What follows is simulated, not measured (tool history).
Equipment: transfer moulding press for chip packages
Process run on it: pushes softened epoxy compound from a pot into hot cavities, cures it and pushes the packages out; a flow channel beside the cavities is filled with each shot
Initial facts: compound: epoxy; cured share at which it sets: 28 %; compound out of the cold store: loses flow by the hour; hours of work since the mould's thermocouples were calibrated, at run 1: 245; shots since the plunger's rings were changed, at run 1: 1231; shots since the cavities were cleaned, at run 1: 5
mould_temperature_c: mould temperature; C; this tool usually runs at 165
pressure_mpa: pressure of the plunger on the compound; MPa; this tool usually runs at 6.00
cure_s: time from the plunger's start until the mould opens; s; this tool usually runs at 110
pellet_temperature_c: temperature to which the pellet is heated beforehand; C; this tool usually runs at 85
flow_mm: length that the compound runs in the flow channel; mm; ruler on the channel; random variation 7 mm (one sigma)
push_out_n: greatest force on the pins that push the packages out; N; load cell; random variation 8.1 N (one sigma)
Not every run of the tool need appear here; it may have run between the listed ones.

run   hour  mould_temperature_c  pressure_mpa  cure_s  pellet_temperature_c  hours of work since the mould's thermocouples were calibrated  shots since the plunger's rings were changed  shots since the cavities were cleaned  incoming compound's hours out of the cold store  flow_mm  push_out_n
  1    0.0                  165          6.00     110                    85                                                            245                                          1231                                      5                                             18.8     1005         367
  2   26.9                  165          6.00     110                    82                                                            266                                          1590                                    364                                              8.3     1072         532
      35.5  -- cavities cleaned with cleaning compound and waxed
  3   48.4                  165          6.00     142                    85                                                            282                                          1855                                    171                                             30.0      913         363
      71.6  -- cavities cleaned with cleaning compound and waxed
  4   78.4                  165          6.00     142                    85                                                            305                                          2236                                     91                                             25.2      958         305
  5  102.3                  165          6.00     142                    85                                                            323                                          2553                                    408                                             26.0      937         422
     107.9  -- cavities cleaned with cleaning compound and waxed
  6  126.7                  165          6.00     142                    79                                                            341                                          2858                                    250                                             32.6      892         370
     145.3  -- cavities cleaned with cleaning compound and waxed
  7  155.3                  165          6.00     138                    85                                                            363                                          3219                                    133                                             27.2      918         333
  8  177.1                  165          6.00     103                    85                                                            380                                          3509                                    423                                             23.6      929         609
     182.3  -- cavities cleaned with cleaning compound and waxed
  9  203.0                  165          6.00     103                    85                                                            399                                          3834                                    275                                             20.1      958         554
     218.3  -- cavities cleaned with cleaning compound and waxed
 10  219.5                  163          5.24      97                    78                                                            411                                          4033                                     15                                             30.3      835         554
     226.1  -- mould's thermocouples calibrated
 11  247.2                  172          4.55     110                    85                                                             17                                          4376                                    358                                             24.8      787         426
     256.5  -- cavities cleaned with cleaning compound and waxed
 12  268.4                  172          4.55     110                    85                                                             32                                          4638                                    158                                             28.9      766         347
 13  282.2                  172          4.55     110                    85                                                             43                                          4822                                    342                                             46.0      673         408
     294.2  -- plunger's sealing rings changed
     295.7  -- cavities cleaned with cleaning compound and waxed
 14  316.6                  172          4.55     110                    85                                                             67                                           278                                    278                                             27.6      838         395
     332.3  -- cavities cleaned with cleaning compound and waxed
 15  337.5                  163          5.57     110                    82                                                             82                                           536                                     69                                             20.2      970         494
 16  362.4                  163          7.26     121                    82                                                            102                                           868                                    401                                             25.0     1074         511
     369.1  -- cavities cleaned with cleaning compound and waxed
 17  396.0                  173          5.57     110                    85                                                            127                                          1295                                    359                                             37.2      841         401

Each row is a separate what-if for the run after 17, all from the same tool condition, not one after another. Results?
     405.5  -- cavities cleaned with cleaning compound and waxed
  A  423.6                  173          6.18     110                    85                                                            148                                          1643                                    242                                             27.8        ?           ?
     405.5  -- cavities cleaned with cleaning compound and waxed
  B  423.6                  173          5.57      93                    85                                                            148                                          1643                                    242                                             14.4        ?           ?
     405.5  -- cavities cleaned with cleaning compound and waxed
  C  423.6                  168          6.91     125                    85                                                            148                                          1643                                    242                                             42.2        ?           ?
     405.5  -- cavities cleaned with cleaning compound and waxed
  D  423.6                  165          4.71     110                    85                                                            148                                          1643                                    242                                             31.9        ?           ?
     405.5  -- cavities cleaned with cleaning compound and waxed
  E  423.6                  165          6.78     122                    85                                                            148                                          1643                                    242                                             37.5        ?           ?

run  flow_mm  push_out_n
  A      937         367
  B      958         451
  C      914         375
  D      812         490
  E      954         394
What these runs would have given with no unlogged condition in the tool:
run  flow_mm  push_out_n
  A      961         270
  B      982         331
  C      937         274
  D      833         359
  E      978         288
